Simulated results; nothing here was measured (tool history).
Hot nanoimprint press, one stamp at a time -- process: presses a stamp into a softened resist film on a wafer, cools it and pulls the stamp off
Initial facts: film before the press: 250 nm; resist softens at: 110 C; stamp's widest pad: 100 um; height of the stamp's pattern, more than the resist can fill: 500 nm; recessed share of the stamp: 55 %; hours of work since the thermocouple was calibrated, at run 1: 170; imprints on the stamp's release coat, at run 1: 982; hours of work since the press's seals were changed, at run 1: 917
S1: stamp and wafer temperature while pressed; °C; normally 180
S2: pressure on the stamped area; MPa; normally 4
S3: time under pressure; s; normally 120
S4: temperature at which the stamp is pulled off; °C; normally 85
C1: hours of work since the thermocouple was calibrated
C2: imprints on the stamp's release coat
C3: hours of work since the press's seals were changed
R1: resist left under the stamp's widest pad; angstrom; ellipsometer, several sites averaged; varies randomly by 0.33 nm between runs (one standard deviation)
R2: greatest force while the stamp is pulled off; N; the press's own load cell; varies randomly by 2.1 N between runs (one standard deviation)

run 1 day=0 | S1=180 S2=4 S3=120 S4=85 | C1=170 C2=982 C3=917 | R1=1130 R2=184
run 2 day=2.362 | S1=180 S2=4 S3=120 S4=85 | C1=205 C2=1185 C3=952 | R1=1129 R2=184
-- day=5.775 stamp cleaned and given a new release coat
run 3 day=6.225 | S1=180 S2=4 S3=120 S4=85 | C1=258 C2=39 C3=1005 | R1=1135 R2=167
run 4 day=9.338 | S1=180 S2=4 S3=120 S4=74 | C1=304 C2=305 C3=1051 | R1=1130 R2=205
run 5 day=11.721 | S1=180 S2=4 S3=120 S4=74 | C1=339 C2=509 C3=1086 | R1=1120 R2=214
run 6 day=13.55 | S1=180 S2=4 S3=120 S4=74 | C1=366 C2=666 C3=1113 | R1=1128 R2=212
run 7 day=16.858 | S1=180 S2=4 S3=120 S4=85 | C1=415 C2=949 C3=1162 | R1=1128 R2=179
-- day=19.45 plate thermocouple calibrated
run 8 day=20.262 | S1=180 S2=4 S3=120 S4=85 | C1=12 C2=1230 C3=1211 | R1=1108 R2=182
-- day=23.271 stamp cleaned and given a new release coat
run 9 day=24.833 | S1=180 S2=4 S3=120 S4=85 | C1=76 C2=134 C3=1274 | R1=1106 R2=164
-- day=26.842 press's hydraulic seals changed and the load cell set to zero
run 10 day=27.796 | S1=180 S2=4 S3=120 S4=85 | C1=115 C2=359 C3=14 | R1=1048 R2=166
-- day=30.162 plate thermocouple calibrated, once more
run 11 day=30.954 | S1=180 S2=4 S3=120 S4=85 | C1=12 C2=619 C3=59 | R1=1102 R2=178
run 12 day=34.575 | S1=180 S2=4 S3=120 S4=85 | C1=65 C2=929 C3=112 | R1=1102 R2=184
run 13 day=36.421 | S1=180 S2=4 S3=120 S4=85 | C1=92 C2=1087 C3=140 | R1=1095 R2=186
run 14 day=38.658 | S1=187 S2=4 S3=120 S4=85 | C1=126 C2=1278 C3=173 | R1=887 R2=191
-- day=41.175 stamp cleaned and given a new release coat
run 15 day=41.933 | S1=187 S2=4 S3=120 S4=85 | C1=170 C2=65 C3=217 | R1=889 R2=170
run 16 day=44.446 | S1=174 S2=3.58 S3=233 S4=90 | C1=207 C2=280 C3=255 | R1=1086 R2=159
run 17 day=48.758 | S1=172 S2=2.58 S3=120 S4=85 | C1=271 C2=649 C3=318 | R1=1635 R2=177
run 18 day=53.058 | S1=172 S2=2.58 S3=214 S4=85 | C1=335 C2=1017 C3=382 | R1=1377 R2=183
run 19 day=54.971 | S1=180 S2=4 S3=113 S4=85 | C1=363 C2=1181 C3=410 | R1=1109 R2=187
-- day=58.429 stamp cleaned and given a new release coat
run 20 day=58.429 | S1=180 S2=4 S3=113 S4=85 | C1=410 C2=0 C3=457 | R1=1119 R2=164
-- day=61.392 plate thermocouple calibrated
run 21 day=62.233 | S1=180 S2=4 S3=120 S4=72 | C1=12 C2=315 C3=512 | R1=1125 R2=217
run 22 day=65.879 | S1=180 S2=4 S3=85 S4=85 | C1=66 C2=627 C3=566 | R1=1275 R2=183
run 23 day=68.029 | S1=180 S2=4 S3=85 S4=85 | C1=98 C2=811 C3=597 | R1=1270 R2=180

For run 24, what comes out?
run 24 day=70.588 | S1=179 S2=4 S3=225 S4=85 | C1=136 C2=1030 C3=635 | R1=? R2=?

Run 24 gave R1 923 angstrom, R2 187 N.
With no hidden state in the tool, this same run would have given R1 900 angstrom, R2 170 N.
